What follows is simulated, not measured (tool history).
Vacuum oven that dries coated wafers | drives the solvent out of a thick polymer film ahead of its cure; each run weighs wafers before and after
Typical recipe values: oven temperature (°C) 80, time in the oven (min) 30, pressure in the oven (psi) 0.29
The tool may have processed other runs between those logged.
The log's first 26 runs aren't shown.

run,hour,oven temperature (°C),time in the oven (min),pressure in the oven (psi),solvent left in the film (%)
27,336.9,78,35,0.467,5.75
28,349,78,16,0.95,11.35
29,363.7,70,33,0.614,9.72
30,372.9,70,29,0.175,9.77
31,383.4,70,40,0.175,7.7
32,398.7,76,40,1.05,6.78
33,409.4,78,30,0.29,6.51
34,421.7,78,17,0.342,10.25
35,435.3,85,43,0.29,2.18
36,449.2,82,30,0.719,5.53
37,458.3,85,45,0.303,2.02
38,466.4,87,17,0.879,7.41
39,479.9,87,17,0.879,7.46
40,495,93,30,0.39,1.88
41,502.8,80,30,0.236,5.74
42,514.1,85,33,0.45,3.58
43,523.2,80,26,0.29,6.89
44,533.6,84,20,1.036,7.88
45,549.3,75,45,0.399,5.38
46,562.6,88,24,0.587,4.68
47,575.4,88,24,0.587,4.61
48,588.9,71,15,0.827,14.11

Here are 3 independent what-if runs from the current tool condition. What would each one return?
A,597.4,71,18,0.827,?
B,597.4,66,35,0.302,?
C,597.4,82,45,0.31,?

run,solvent left in the film (%)
A,13.09
B,10.55
C,2.79
The same runs, with their run-to-run variation unchanged, on a tool lacking any hidden condition would have given:
run,solvent left in the film (%)
A,12.35
B,9.68
C,2.22

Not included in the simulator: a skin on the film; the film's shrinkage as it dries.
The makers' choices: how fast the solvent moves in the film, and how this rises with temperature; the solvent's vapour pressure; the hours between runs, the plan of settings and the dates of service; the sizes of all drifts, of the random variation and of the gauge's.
